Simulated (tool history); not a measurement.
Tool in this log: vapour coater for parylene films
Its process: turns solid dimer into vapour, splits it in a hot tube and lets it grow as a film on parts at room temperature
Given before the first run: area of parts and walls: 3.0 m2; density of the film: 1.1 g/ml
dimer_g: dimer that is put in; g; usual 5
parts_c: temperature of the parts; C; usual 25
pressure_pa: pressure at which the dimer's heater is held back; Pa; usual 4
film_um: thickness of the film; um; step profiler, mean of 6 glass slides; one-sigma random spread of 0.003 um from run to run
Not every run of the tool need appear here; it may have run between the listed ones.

run 1 hour=0 | dimer_g=5 parts_c=25 pressure_pa=4 | film_um=0.789
run 2 hour=57.6 | dimer_g=5 parts_c=25 pressure_pa=4 | film_um=0.786
run 3 hour=117.6 | dimer_g=5 parts_c=30 pressure_pa=4 | film_um=0.723
run 4 hour=174.7 | dimer_g=3 parts_c=30 pressure_pa=4 | film_um=0.44
run 5 hour=206.6 | dimer_g=3 parts_c=30 pressure_pa=4 | film_um=0.438
run 6 hour=238.9 | dimer_g=3 parts_c=30 pressure_pa=2.71 | film_um=0.473
-- hour=269 trap's valve overhauled
run 7 hour=302.8 | dimer_g=3 parts_c=30 pressure_pa=2.71 | film_um=0.476
run 8 hour=350.4 | dimer_g=8 parts_c=25 pressure_pa=4 | film_um=1.277
run 9 hour=408 | dimer_g=5 parts_c=25 pressure_pa=4 | film_um=0.797
run 10 hour=450.3 | dimer_g=5 parts_c=25 pressure_pa=4 | film_um=0.803
run 11 hour=511.2 | dimer_g=7 parts_c=31 pressure_pa=5.73 | film_um=0.947
run 12 hour=566.7 | dimer_g=2 parts_c=25 pressure_pa=11.41 | film_um=0.265
-- hour=594 gauge calibrated
run 13 hour=617.7 | dimer_g=2 parts_c=25 pressure_pa=11.41 | film_um=0.255
-- hour=659.7 trap's valve overhauled
run 14 hour=660.2 | dimer_g=5 parts_c=23 pressure_pa=4 | film_um=0.814
run 15 hour=691.3 | dimer_g=4 parts_c=22 pressure_pa=4 | film_um=0.662
run 16 hour=751 | dimer_g=2 parts_c=23 pressure_pa=11.49 | film_um=0.266
run 17 hour=789.5 | dimer_g=5 parts_c=35 pressure_pa=3.68 | film_um=0.679

The next listed run, before its measurement:
run 18 hour=827.4 | dimer_g=5 parts_c=37 pressure_pa=4.99 | film_um=?

Run 18 yielded film_um 0.622 um.
If the tool had no hidden condition, the same run with the same run-to-run variation would have returned film_um 0.616 um.
